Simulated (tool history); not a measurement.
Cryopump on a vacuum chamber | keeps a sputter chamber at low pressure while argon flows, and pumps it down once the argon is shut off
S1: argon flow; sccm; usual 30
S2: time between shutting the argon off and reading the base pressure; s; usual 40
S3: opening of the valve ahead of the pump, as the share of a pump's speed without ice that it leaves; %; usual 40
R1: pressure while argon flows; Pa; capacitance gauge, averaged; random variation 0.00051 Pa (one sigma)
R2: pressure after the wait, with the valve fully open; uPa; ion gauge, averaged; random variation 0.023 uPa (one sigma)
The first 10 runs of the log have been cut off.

run,hour,S1,S2,S3,R1,R2
11,177.5,30,40,40,0.0717,2.76
12,190,30,40,40,0.0711,2.86
13,214,30,41,40,0.0713,2.78
14,230.2,30,40,38,0.0754,2.87
15,254.4,30,40,38,0.0751,2.85
16,280,30,40,38,0.0746,2.85
17,305.6,30,40,38,0.0756,2.87
# hour 324.5: pump warmed up, emptied and cooled again
18,328.8,30,40,57,0.0463,2.67
19,347.9,49,26,22,0.2012,3.02
20,369.5,32,221,58,0.0498,2.11
21,380.4,30,166,18,0.1496,2.19
22,396.6,20,40,40,0.0448,2.7
23,415,20,40,40,0.0448,2.8
24,440.5,20,40,40,0.0454,2.65
25,464.4,20,40,40,0.046,2.83
26,486.3,22,283,54,0.0368,2.25
27,509.8,12,100,40,0.0275,2.45
28,534.8,12,156,40,0.0271,2.38
29,553,16,147,40,0.0371,2.34
30,576.6,37,93,20,0.1686,2.51
31,602.7,21,93,50,0.0386,2.51
32,614.2,48,33,49,0.0896,3.1
33,630.4,51,144,47,0.0997,2.53
34,647.3,31,144,47,0.0596,2.48

Below are 4 alternative next runs, each starting from the tool's condition after run 34. Predict each:
A,667.2,60,57,15,?,?
B,667.2,46,144,47,?,?
C,667.2,48,54,40,?,?
D,667.2,16,240,47,?,?

run,R1,R2
A,0.3627,2.74
B,0.0899,2.48
C,0.1104,2.74
D,0.0309,2.42
What these runs would have given with no unlogged condition in the tool:
run,R1,R2
A,0.3602,0.56
B,0.088,0.31
C,0.1084,0.56
D,0.0303,0.24
